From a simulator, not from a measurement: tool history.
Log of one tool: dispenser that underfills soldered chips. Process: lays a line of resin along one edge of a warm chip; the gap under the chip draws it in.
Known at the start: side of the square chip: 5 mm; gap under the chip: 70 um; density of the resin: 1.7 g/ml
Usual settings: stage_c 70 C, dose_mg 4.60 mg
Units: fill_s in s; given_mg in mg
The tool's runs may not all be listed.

run 1 hour=0.0 | stage_c=70 dose_mg=4.60 | fill_s=18.6 given_mg=4.60
run 2 hour=5.2 | stage_c=70 dose_mg=4.60 | fill_s=24.2 given_mg=4.56
-- hour=12.4 new syringe of resin
run 3 hour=15.0 | stage_c=70 dose_mg=4.60 | fill_s=16.7 given_mg=4.54
run 4 hour=22.7 | stage_c=70 dose_mg=4.60 | fill_s=23.7 given_mg=4.56
-- hour=29.9 new syringe of resin
run 5 hour=30.7 | stage_c=70 dose_mg=4.60 | fill_s=14.8 given_mg=4.52
run 6 hour=39.6 | stage_c=70 dose_mg=4.55 | fill_s=23.3 given_mg=4.47
run 7 hour=46.0 | stage_c=70 dose_mg=4.55 | fill_s=30.4 given_mg=4.46
-- hour=47.8 new syringe of resin
run 8 hour=52.8 | stage_c=70 dose_mg=4.55 | fill_s=18.3 given_mg=4.43
run 9 hour=59.9 | stage_c=70 dose_mg=5.99 | fill_s=25.4 given_mg=5.84
-- hour=65.8 new syringe of resin
run 10 hour=67.8 | stage_c=70 dose_mg=5.03 | fill_s=15.9 given_mg=4.88
-- hour=76.0 dispensing valve cleaned and set on the balance
run 11 hour=79.3 | stage_c=70 dose_mg=5.03 | fill_s=25.8 given_mg=5.03
-- hour=85.0 new syringe of resin
run 12 hour=90.1 | stage_c=70 dose_mg=5.03 | fill_s=17.3 given_mg=5.03
run 13 hour=97.3 | stage_c=70 dose_mg=4.60 | fill_s=25.0 given_mg=4.58
-- hour=102.7 new syringe of resin
run 14 hour=107.6 | stage_c=70 dose_mg=4.60 | fill_s=18.0 given_mg=4.58
run 15 hour=116.7 | stage_c=70 dose_mg=4.60 | fill_s=28.2 given_mg=4.54
-- hour=120.7 new syringe of resin
run 16 hour=127.3 | stage_c=70 dose_mg=4.60 | fill_s=19.4 given_mg=4.55
run 17 hour=134.8 | stage_c=70 dose_mg=5.45 | fill_s=28.1 given_mg=5.37
-- hour=138.5 new syringe of resin
run 18 hour=143.3 | stage_c=70 dose_mg=5.45 | fill_s=18.2 given_mg=5.30
run 19 hour=148.8 | stage_c=70 dose_mg=4.85 | fill_s=23.5 given_mg=4.77
-- hour=156.2 new syringe of resin
run 20 hour=156.3 | stage_c=70 dose_mg=5.99 | fill_s=14.0 given_mg=5.90
run 21 hour=161.6 | stage_c=78 dose_mg=4.76 | fill_s=14.1 given_mg=4.63
-- hour=166.5 dispensing valve cleaned and set on the balance
run 22 hour=167.6 | stage_c=70 dose_mg=5.82 | fill_s=23.7 given_mg=5.83
-- hour=174.9 new syringe of resin
run 23 hour=178.3 | stage_c=68 dose_mg=4.73 | fill_s=18.3 given_mg=4.71
run 24 hour=185.9 | stage_c=63 dose_mg=5.20 | fill_s=30.7 given_mg=5.13
-- hour=192.6 new syringe of resin
run 25 hour=194.4 | stage_c=81 dose_mg=3.94 | fill_s=11.5 given_mg=3.91
run 26 hour=199.0 | stage_c=78 dose_mg=5.15 | fill_s=15.2 given_mg=5.07
run 27 hour=208.2 | stage_c=78 dose_mg=5.15 | fill_s=23.5 given_mg=5.09
-- hour=210.3 new syringe of resin
run 28 hour=217.0 | stage_c=62 dose_mg=4.60 | fill_s=26.3 given_mg=4.53
run 29 hour=227.1 | stage_c=70 dose_mg=5.71 | fill_s=31.6 given_mg=5.61
-- hour=228.1 new syringe of resin
run 30 hour=236.1 | stage_c=72 dose_mg=4.17 | fill_s=20.2 given_mg=4.06
run 31 hour=240.7 | stage_c=72 dose_mg=4.17 | fill_s=24.9 given_mg=4.06
-- hour=246.4 new syringe of resin
run 32 hour=249.4 | stage_c=72 dose_mg=4.17 | fill_s=15.6 given_mg=4.06
-- hour=257.1 dispensing valve cleaned and set on the balance
run 33 hour=257.5 | stage_c=59 dose_mg=5.27 | fill_s=32.6 given_mg=5.30
run 34 hour=263.2 | stage_c=72 dose_mg=5.48 | fill_s=27.4 given_mg=5.47
-- hour=265.1 new syringe of resin
run 35 hour=270.2 | stage_c=56 dose_mg=5.92 | fill_s=29.5 given_mg=5.90

5 ways to go on from here, each from the tool as it stands after run 35. What would each give?
run A hour=279.1 | stage_c=63 dose_mg=4.06 | fill_s=? given_mg=?
run B hour=279.1 | stage_c=81 dose_mg=5.92 | fill_s=? given_mg=?
run C hour=279.1 | stage_c=73 dose_mg=4.09 | fill_s=? given_mg=?
run D hour=279.1 | stage_c=79 dose_mg=4.67 | fill_s=? given_mg=?
run E hour=279.1 | stage_c=63 dose_mg=4.45 | fill_s=? given_mg=?

run=A fill_s=37.4 given_mg=4.01
run=B fill_s=20.0 given_mg=5.88
run=C fill_s=26.9 given_mg=4.12
run=D fill_s=21.6 given_mg=4.64
run=E fill_s=36.6 given_mg=4.44
Without the tool's hidden state the same runs would have given:
run=A fill_s=18.7 given_mg=4.02
run=B fill_s=10.1 given_mg=5.90
run=C fill_s=13.3 given_mg=4.13
run=D fill_s=10.7 given_mg=4.66
run=E fill_s=18.2 given_mg=4.45
